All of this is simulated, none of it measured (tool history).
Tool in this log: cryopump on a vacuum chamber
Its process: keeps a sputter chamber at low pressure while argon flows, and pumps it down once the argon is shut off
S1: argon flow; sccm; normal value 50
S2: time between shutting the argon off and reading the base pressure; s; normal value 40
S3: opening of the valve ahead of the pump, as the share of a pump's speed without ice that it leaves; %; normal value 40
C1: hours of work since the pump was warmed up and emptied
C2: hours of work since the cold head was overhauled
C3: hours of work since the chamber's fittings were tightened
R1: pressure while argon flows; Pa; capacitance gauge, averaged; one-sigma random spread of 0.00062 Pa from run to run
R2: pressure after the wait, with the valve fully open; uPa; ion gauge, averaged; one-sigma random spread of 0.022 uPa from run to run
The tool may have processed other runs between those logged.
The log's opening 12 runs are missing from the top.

{"run": 13, "hour": 123.6, "S1": 50, "S2": 40, "S3": 18, "C1": 335, "C2": 335, "C3": 400, "R1": 0.2065, "R2": 0.68}
{"run": 14, "hour": 133.6, "S1": 50, "S2": 40, "S3": 18, "C1": 339, "C2": 339, "C3": 405, "R1": 0.2076, "R2": 0.74}
{"run": 15, "hour": 141.5, "S1": 50, "S2": 40, "S3": 18, "C1": 343, "C2": 343, "C3": 409, "R1": 0.2072, "R2": 0.7}
{"run": 16, "hour": 154.3, "S1": 50, "S2": 135, "S3": 40, "C1": 349, "C2": 349, "C3": 415, "R1": 0.0944, "R2": 0.43}
{"run": 17, "hour": 169.3, "S1": 50, "S2": 135, "S3": 40, "C1": 356, "C2": 356, "C3": 421, "R1": 0.095, "R2": 0.4}
{"run": 18, "hour": 178.2, "S1": 50, "S2": 40, "S3": 35, "C1": 360, "C2": 360, "C3": 426, "R1": 0.1091, "R2": 0.71}
{"run": 19, "hour": 189.4, "S1": 50, "S2": 40, "S3": 35, "C1": 365, "C2": 365, "C3": 431, "R1": 0.1077, "R2": 0.72}
{"run": 20, "hour": 195.7, "S1": 98, "S2": 40, "S3": 21, "C1": 368, "C2": 368, "C3": 434, "R1": 0.3491, "R2": 0.68}
{"run": 21, "hour": 208.7, "S1": 30, "S2": 35, "S3": 30, "C1": 374, "C2": 374, "C3": 440, "R1": 0.0758, "R2": 0.8}
{"run": 22, "hour": 220.7, "S1": 63, "S2": 80, "S3": 40, "C1": 379, "C2": 379, "C3": 445, "R1": 0.1207, "R2": 0.52}
{"run": 23, "hour": 232.3, "S1": 61, "S2": 48, "S3": 47, "C1": 385, "C2": 385, "C3": 450, "R1": 0.1016, "R2": 0.61}
{"run": 24, "hour": 246.1, "S1": 63, "S2": 43, "S3": 40, "C1": 391, "C2": 391, "C3": 457, "R1": 0.1214, "R2": 0.64}
{"run": 25, "hour": 254.6, "S1": 63, "S2": 43, "S3": 40, "C1": 395, "C2": 395, "C3": 461, "R1": 0.1193, "R2": 0.66}
{"run": 26, "hour": 266.9, "S1": 47, "S2": 40, "S3": 33, "C1": 401, "C2": 401, "C3": 466, "R1": 0.1088, "R2": 0.68}
{"run": 27, "hour": 277.6, "S1": 86, "S2": 196, "S3": 19, "C1": 405, "C2": 405, "C3": 471, "R1": 0.3362, "R2": 0.37}
{"run": 28, "hour": 284.8, "S1": 98, "S2": 65, "S3": 40, "C1": 409, "C2": 409, "C3": 475, "R1": 0.1881, "R2": 0.55}
{"run": 29, "hour": 294.4, "S1": 82, "S2": 63, "S3": 59, "C1": 413, "C2": 413, "C3": 479, "R1": 0.108, "R2": 0.6}
{"run": 30, "hour": 306.6, "S1": 82, "S2": 267, "S3": 31, "C1": 419, "C2": 419, "C3": 485, "R1": 0.2026, "R2": 0.34}
{"run": 31, "hour": 313.2, "S1": 82, "S2": 267, "S3": 31, "C1": 422, "C2": 422, "C3": 488, "R1": 0.2009, "R2": 0.36}
{"run": 32, "hour": 321.7, "S1": 98, "S2": 23, "S3": 18, "C1": 426, "C2": 426, "C3": 492, "R1": 0.4084, "R2": 1.0}
{"run": 33, "hour": 329.7, "S1": 30, "S2": 37, "S3": 31, "C1": 429, "C2": 429, "C3": 495, "R1": 0.0739, "R2": 0.77}
{"run": 34, "hour": 340.0, "S1": 50, "S2": 40, "S3": 22, "C1": 434, "C2": 434, "C3": 500, "R1": 0.1704, "R2": 0.74}
{"run": 35, "hour": 348.3, "S1": 35, "S2": 187, "S3": 15, "C1": 438, "C2": 438, "C3": 504, "R1": 0.1754, "R2": 0.41}

Below are 3 alternative next runs, each starting from the tool's condition after run 35. Predict each:
{"run": "A", "hour": 358.0, "S1": 35, "S2": 187, "S3": 58, "C1": 442, "C2": 442, "C3": 508, "R1": "?", "R2": "?"}
{"run": "B", "hour": 358.0, "S1": 81, "S2": 268, "S3": 35, "C1": 442, "C2": 442, "C3": 508, "R1": "?", "R2": "?"}
{"run": "C", "hour": 358.0, "S1": 35, "S2": 187, "S3": 44, "C1": 442, "C2": 442, "C3": 508, "R1": "?", "R2": "?"}

run=A R1=0.0481 R2=0.38
run=B R1=0.1770 R2=0.37
run=C R1=0.0611 R2=0.39
The same runs, with their run-to-run variation unchanged, on a tool lacking any hidden condition would have given:
run=A R1=0.0448 R2=0.20
run=B R1=0.1692 R2=0.20
run=C R1=0.0577 R2=0.21

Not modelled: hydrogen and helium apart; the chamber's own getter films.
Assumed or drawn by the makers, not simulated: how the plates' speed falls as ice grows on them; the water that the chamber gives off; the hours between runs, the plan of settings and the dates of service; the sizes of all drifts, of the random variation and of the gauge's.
